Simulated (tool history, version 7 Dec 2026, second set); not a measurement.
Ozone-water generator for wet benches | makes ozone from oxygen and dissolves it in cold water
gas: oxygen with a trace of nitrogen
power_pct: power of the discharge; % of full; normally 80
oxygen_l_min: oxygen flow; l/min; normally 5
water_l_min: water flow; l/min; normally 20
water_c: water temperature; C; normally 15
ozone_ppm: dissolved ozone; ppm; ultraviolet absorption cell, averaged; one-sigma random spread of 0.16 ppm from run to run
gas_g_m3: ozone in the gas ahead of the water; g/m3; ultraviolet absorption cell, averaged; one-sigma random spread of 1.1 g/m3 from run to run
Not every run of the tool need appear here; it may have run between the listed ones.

Run 1, hour 0: usual settings. Result: ozone_ppm 21.4 ppm, gas_g_m3 188.4 g/m3.
Run 2, hour 30.1: usual settings. Result: ozone_ppm 21.5 ppm, gas_g_m3 187.6 g/m3.
Run 3, hour 70.2: usual settings. Result: ozone_ppm 21.1 ppm, gas_g_m3 188.7 g/m3.
Run 4, hour 117.1: usual settings. Result: ozone_ppm 21.2 ppm, gas_g_m3 186.4 g/m3.
Run 5, hour 154.2: usual settings. Result: ozone_ppm 21.7 ppm, gas_g_m3 187.9 g/m3.
Run 6, hour 197.8: usual settings but water_c 19 C. Result: ozone_ppm 20.3 ppm, gas_g_m3 188.3 g/m3.
Run 7, hour 252: usual settings but water_c 19 C. Result: ozone_ppm 20.4 ppm, gas_g_m3 188.6 g/m3.
Run 8, hour 293.2: usual settings. Result: ozone_ppm 21.3 ppm, gas_g_m3 186.8 g/m3.
Run 9, hour 319.3: usual settings. Result: ozone_ppm 20.9 ppm, gas_g_m3 188.5 g/m3.
Run 10, hour 375.3: usual settings but power_pct 41 % of full. Result: ozone_ppm 12.2 ppm, gas_g_m3 104.7 g/m3.
Run 11, hour 427.6: usual settings but oxygen_l_min 7.33 l/min. Result: ozone_ppm 23 ppm, gas_g_m3 163.4 g/m3.
Run 12, hour 474.7: usual settings but water_l_min 28 l/min. Result: ozone_ppm 15.3 ppm, gas_g_m3 188.5 g/m3.
Run 13, hour 506.8: usual settings. Result: ozone_ppm 21.3 ppm, gas_g_m3 188.6 g/m3.
Run 14, hour 539: usual settings. Result: ozone_ppm 21.4 ppm, gas_g_m3 189.7 g/m3.
Run 15, hour 584.1: usual settings but water_l_min 14 l/min. Result: ozone_ppm 28.6 ppm, gas_g_m3 187.9 g/m3.
Run 16, hour 636.9: usual settings but water_l_min 14 l/min. Result: ozone_ppm 28.7 ppm, gas_g_m3 189.2 g/m3.
Run 17, hour 680.8: usual settings but water_l_min 14 l/min, water_c 22 C. Result: ozone_ppm 25.3 ppm, gas_g_m3 188.3 g/m3.
At hour 689.1: water thermometer calibrated.
Run 18, hour 729.2: usual settings but water_c 11 C. Result: ozone_ppm 22.8 ppm, gas_g_m3 189.1 g/m3.
Run 19, hour 773.5: usual settings but power_pct 72 % of full, oxygen_l_min 8.99 l/min. Result: ozone_ppm 21.5 ppm, gas_g_m3 139.8 g/m3.
Run 20, hour 825.8: usual settings but power_pct 72 % of full, oxygen_l_min 8.99 l/min. Result: ozone_ppm 21.3 ppm, gas_g_m3 139.2 g/m3.
Run 21, hour 852.9: usual settings but power_pct 43 % of full, oxygen_l_min 4.46 l/min, water_c 14 C. Result: ozone_ppm 12.4 ppm, gas_g_m3 115.8 g/m3.
Run 22, hour 895.5: usual settings but power_pct 69 % of full, oxygen_l_min 5.13 l/min, water_l_min 16 l/min. Result: ozone_ppm 23 ppm, gas_g_m3 164.1 g/m3.
Run 23, hour 947.9: usual settings but power_pct 69 % of full, oxygen_l_min 5.13 l/min, water_l_min 16 l/min. Result: ozone_ppm 23 ppm, gas_g_m3 166.4 g/m3.
Run 24, hour 998.1: usual settings but power_pct 73 % of full, oxygen_l_min 5.13 l/min, water_l_min 19 l/min. Result: ozone_ppm 21 ppm, gas_g_m3 175 g/m3.
Run 25, hour 1053.9: usual settings but power_pct 73 % of full, oxygen_l_min 4.41 l/min, water_l_min 19 l/min, water_c 7 C. Result: ozone_ppm 21.8 ppm, gas_g_m3 184 g/m3.
Run 26, hour 1115.3: usual settings but oxygen_l_min 7.68 l/min. Result: ozone_ppm 23.2 ppm, gas_g_m3 163.4 g/m3.
Run 27, hour 1151.8: usual settings but power_pct 42 % of full, oxygen_l_min 2.81 l/min, water_c 12 C. Result: ozone_ppm 10.9 ppm, gas_g_m3 134.2 g/m3.
Run 28, hour 1184.2: usual settings but power_pct 99 % of full, oxygen_l_min 2.81 l/min, water_l_min 13 l/min, water_c 12 C. Result: ozone_ppm 33.7 ppm, gas_g_m3 283.5 g/m3.
Run 29, hour 1233.4: usual settings but power_pct 99 % of full, oxygen_l_min 7.51 l/min, water_l_min 13 l/min, water_c 12 C. Result: ozone_ppm 39.8 ppm, gas_g_m3 197.3 g/m3.
Run 30, hour 1265.1: usual settings but power_pct 99 % of full, oxygen_l_min 6.7 l/min, water_l_min 13 l/min. Result: ozone_ppm 36.9 ppm, gas_g_m3 207.1 g/m3.
At hour 1302.8: gauge calibrated.
Run 31, hour 1313.2: usual settings but power_pct 99 % of full, oxygen_l_min 3.03 l/min, water_l_min 21 l/min, water_c 11 C. Result: ozone_ppm 22.1 ppm, gas_g_m3 266.9 g/m3.
Run 32, hour 1373.2: usual settings but power_pct 77 % of full, oxygen_l_min 5.55 l/min, water_l_min 13 l/min, water_c 11 C. Result: ozone_ppm 31.9 ppm, gas_g_m3 173.8 g/m3.

Below, each run's measurement less what the same run would have read without the hidden state. Both values contain the same run-to-run variation, but the gauge's scatter may not be the same in both:
What the log doesn't record here: yield of the discharge, % of new electrodes'; contactor's efficiency, % of a clean one's; true water temperature over the reading, C; drift of the gauge itself on ozone_ppm, %; drift of the gauge itself on gas_g_m3, %.
run  gas_g_m3
  1      -0.1
  2      +0.1
  3      +0.2
  4      +0.4
  5      +0.6
  6      +0.8
  7        +1
  8      +1.2
  9      +1.3
 10      +0.9
 11      +1.5
 12        +2
 13      +2.1
 14      +2.2
 15      +2.4
 16      +2.6
 17      +2.8
 18        +3
 19      +2.3
 20      +2.5
 21      +2.2
 22      +3.2
 23      +3.4
 24      +3.8
 25      +4.2
 26      +3.9
 27      +3.4
 28      +7.3
 29      +5.3
 30      +5.7
 31      -0.1
 32      +0.2
ozone_ppm: differs from the measured result by no more than 0.1 ppm in any run.

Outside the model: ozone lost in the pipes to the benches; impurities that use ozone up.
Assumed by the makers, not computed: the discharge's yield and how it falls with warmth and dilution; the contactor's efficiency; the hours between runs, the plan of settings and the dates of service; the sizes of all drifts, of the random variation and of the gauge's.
